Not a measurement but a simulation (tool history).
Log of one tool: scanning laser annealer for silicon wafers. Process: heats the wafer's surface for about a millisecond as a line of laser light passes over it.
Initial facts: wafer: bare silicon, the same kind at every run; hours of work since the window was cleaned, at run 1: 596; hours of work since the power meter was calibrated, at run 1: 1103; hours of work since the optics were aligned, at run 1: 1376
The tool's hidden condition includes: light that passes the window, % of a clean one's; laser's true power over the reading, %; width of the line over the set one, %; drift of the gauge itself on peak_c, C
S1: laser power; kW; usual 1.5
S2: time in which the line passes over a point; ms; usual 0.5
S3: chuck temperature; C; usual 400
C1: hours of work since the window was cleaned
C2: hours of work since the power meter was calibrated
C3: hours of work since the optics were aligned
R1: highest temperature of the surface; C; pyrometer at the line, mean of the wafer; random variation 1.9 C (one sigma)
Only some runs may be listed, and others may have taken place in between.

run   hour     S1     S2   S3   C1    C2    C3    R1
  1      0    1.5    0.5  400  596  1103  1376  1176
      18.5  -- window over the wafer cleaned
  2   34.2    1.5    0.5  400   12  1128  1401  1197
  3   76.7  1.279    0.5  400   46  1161  1434  1047
  4  114.9    1.5    0.5  400   76  1191  1464  1195
  5  136.8    1.5    0.5  400   93  1208  1481  1189
  6  165.8    1.5  0.565  400  115  1231  1504  1247
  7  185.6    1.5  0.565  400  131  1247  1519  1252
  8  216.6    1.5  0.565  400  155  1271  1544  1249
  9  255.8    1.5  0.565  400  186  1302  1575  1247
 10  286.5  1.336  0.565  400  210  1326  1599  1131
 11  305.2  1.336  0.565  400  225  1340  1613  1126
 12  336.2  1.336  0.565  400  249  1364  1637  1124
 13  378.6  1.336  0.565  400  282  1398  1671  1123
 14  406.3  1.336  0.565  400  304  1419  1692  1123
     417.2  -- optics aligned, line set to its width
 15    429  1.339    0.5  400  318  1433     9  1089
 16  452.3  1.339    0.5  400  336  1452    28  1089
 17  484.1  1.339    0.5  400  361  1477    52  1084
 18    518  1.339    0.5  400  387  1503    79  1085
 19  553.4  1.646  0.414  435  415  1531   107  1234
 20    581    1.5    0.5  421  437  1552   128  1209
 21  610.1    1.5    0.5  421  460  1575   151  1210
 22  637.1  1.501  0.575  364  481  1596   172  1221
 23  661.8  1.391  0.405  364  500  1616   192   998
 24  704.7    1.5  0.426  425  534  1649   225  1135
 25  733.2   1.28  0.488  397  556  1672   248  1026
 26  759.3  1.576  0.573  387  577  1692   268  1294
 27  786.7  1.576  0.573  387  598  1714   290  1288

The next listed run, before its measurement:
     804.2  -- window over the wafer cleaned
 28  810.6  1.369  0.404  387   5  1731  307   ?

Run 28 came out at R1 1024 C.
Had the tool carried no hidden state, the very same run would have given R1 1022 C.
